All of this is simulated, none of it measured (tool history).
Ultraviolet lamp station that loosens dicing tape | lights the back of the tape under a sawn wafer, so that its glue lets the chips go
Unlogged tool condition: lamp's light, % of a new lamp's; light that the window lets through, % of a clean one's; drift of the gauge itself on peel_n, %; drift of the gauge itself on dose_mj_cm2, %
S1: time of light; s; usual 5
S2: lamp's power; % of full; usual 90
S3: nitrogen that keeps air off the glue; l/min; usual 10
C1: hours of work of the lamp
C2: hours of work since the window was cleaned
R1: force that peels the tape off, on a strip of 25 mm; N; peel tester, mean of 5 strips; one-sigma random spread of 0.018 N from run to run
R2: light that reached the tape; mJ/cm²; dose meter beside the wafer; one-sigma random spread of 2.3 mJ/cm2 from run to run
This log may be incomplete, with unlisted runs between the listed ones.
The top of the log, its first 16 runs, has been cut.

| run | hour | S1 | S2 | S3 | C1 | C2 | R1 | R2 |
|---|---|---|---|---|---|---|---|---|
| 17 | 431.4 | 5 | 87 | 10 | 522 | 73 | 1.161 | 199 |
| 18 | 468.4 | 5 | 87 | 10 | 547 | 98 | 1.262 | 197 |
| 19 | 499.7 | 5 | 98 | 10 | 568 | 119 | 1.029 | 218 |
| 20 | 533.8 | 5 | 98 | 10 | 591 | 142 | 1.062 | 219 |
| 21 | 549.1 | 5 | 81 | 10 | 601 | 152 | 1.461 | 181 |
| 22 | 581.7 | 5 | 81 | 10 | 623 | 174 | 1.518 | 173 |
| 23 | 619.6 | 5 | 64 | 6 | 649 | 200 | 2.683 | 137 |
| 24 | 640.0 | 4 | 61 | 7 | 662 | 213 | 3.284 | 105 |
| 25 | 657.8 | 4 | 61 | 7 | 674 | 225 | 3.318 | 105 |
| 26 | 674.6 | 5 | 70 | 20 | 686 | 237 | 1.306 | 143 |
| 27 | 695.9 | 2 | 61 | 20 | 700 | 251 | 4.185 | 48 |
| 28 | 733.1 | 9 | 62 | 10 | 725 | 276 | 0.927 | 229 |
| 29 | 760.7 | 8 | 80 | 4 | 743 | 295 | 1.481 | 264 |
| 30 | 783.9 | 5 | 90 | 8 | 759 | 310 | 1.596 | 184 |
| 31 | 810.7 | 5 | 95 | 10 | 777 | 328 | 1.290 | 191 |
| 32 | 841.6 | 6 | 68 | 11 | 798 | 349 | 1.590 | 164 |
| 33 | 862.1 | 3 | 95 | 3 | 812 | 363 | 4.024 | 111 |
| 34 | 887.7 | 7 | 95 | 4 | 829 | 380 | 1.469 | 262 |
| 35 | 919.7 | 4 | 85 | 19 | 850 | 402 | 1.649 | 130 |
| 36 | 946.9 | 4 | 90 | 4 | 869 | 420 | 3.305 | 136 |
| 37 | 966.6 | 5 | 74 | 12 | 882 | 433 | 1.807 | 140 |
| 38 | 999.4 | 5 | 97 | 3 | 904 | 455 | 2.761 | 184 |
| 39 | 1019.7 | 3 | 90 | 12 | 918 | 469 | 2.815 | 101 |
|  | 1041.6 | window cleaned of glue's vapour |
| 40 | 1049.4 | 7 | 90 | 10 | 937 | 5 | 0.806 | 249 |
| 41 | 1075.7 | 9 | 90 | 7 | 955 | 23 | 0.697 | 320 |

Here are 3 independent what-if runs from the current tool condition. What would each one return?
| A | 1107.1 | 4 | 90 | 9 | 976 | 44 | ? | ? |
| B | 1107.1 | 8 | 84 | 3 | 976 | 44 | ? | ? |
| C | 1107.1 | 3 | 91 | 7 | 976 | 44 | ? | ? |

| run | R1 | R2 |
|---|---|---|
| A | 2.202 | 141 |
| B | 1.760 | 264 |
| C | 3.237 | 106 |
Stripped of hidden state, with their random variation kept, the same runs would have yielded:
| run | R1 | R2 |
|---|---|---|
| A | 1.377 | 195 |
| B | 1.044 | 366 |
| C | 2.306 | 148 |
